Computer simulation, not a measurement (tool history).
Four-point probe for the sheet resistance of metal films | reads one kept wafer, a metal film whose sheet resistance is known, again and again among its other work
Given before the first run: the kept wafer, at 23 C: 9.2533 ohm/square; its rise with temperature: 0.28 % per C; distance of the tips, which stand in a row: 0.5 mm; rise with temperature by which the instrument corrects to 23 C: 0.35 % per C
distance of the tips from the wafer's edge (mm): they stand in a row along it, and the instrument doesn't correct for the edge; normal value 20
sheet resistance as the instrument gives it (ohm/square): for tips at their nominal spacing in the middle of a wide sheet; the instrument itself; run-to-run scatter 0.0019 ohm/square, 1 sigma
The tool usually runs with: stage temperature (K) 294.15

run,hour,stage temperature (K),distance of the tips from the wafer's edge (mm),sheet resistance as the instrument gives it (ohm/square)
1,0,294.15,20,9.271497
2,16.1,297.15,20,9.249909
3,25.2,297.15,20,9.252097
4,40.1,297.15,20,9.251676
5,48.2,297.15,20,9.249317
6,59.9,297.15,20,9.246771
7,77.7,294.15,20,9.273197
8,88.2,297.15,20,9.252149
9,95.8,292.15,20,9.287049
10,108.6,294.15,13,9.276007
11,123.2,294.15,13,9.274825
12,134.9,294.15,13,9.277292
13,149.6,294.15,20,9.268388
14,160.5,294.15,20,9.269634
15,170.2,294.15,20,9.273267
16,187.8,294.15,20,9.271832
17,199.9,292.15,20,9.286573
18,210.9,292.15,20,9.281959
19,221.9,292.15,20,9.284731
20,237.2,302.15,20,9.21528
21,248.3,294.15,55,9.271446
22,257.9,294.15,52,9.270832
23,268.2,294.15,52,9.268363
24,283.8,305.15,44,9.195579
25,298.1,295.15,5,9.31348
26,305.4,295.15,5,9.315497
27,317.8,295.15,5,9.313708
28,330.4,297.15,4,9.32955
29,347.8,297.15,4,9.328868
# hour 349.8: stage's thermometer calibrated
30,359.3,296.15,50,9.250625
31,368.9,294.15,5,9.316101
32,377.2,295.15,5,9.307436
33,392.8,295.15,5,9.309565
34,404.9,295.15,5,9.308138
35,413.3,296.15,4,9.32515
36,430.6,299.15,28,9.232073
# hour 434.6: stage's thermometer calibrated, once more
37,447.8,297.15,5,9.313534
38,457.3,298.15,17,9.263434
39,469.2,301.15,34,9.239663

Estimate the outcome of run 40 from the log above:
40,483.4,302.15,11,?

{"run 40": {"sheet resistance as the instrument gives it (ohm/square)": 9.238259}}
If the tool had no hidden condition, the same run with the same run-to-run variation would have returned sheet resistance as the instrument gives it (ohm/square) 9.220399.
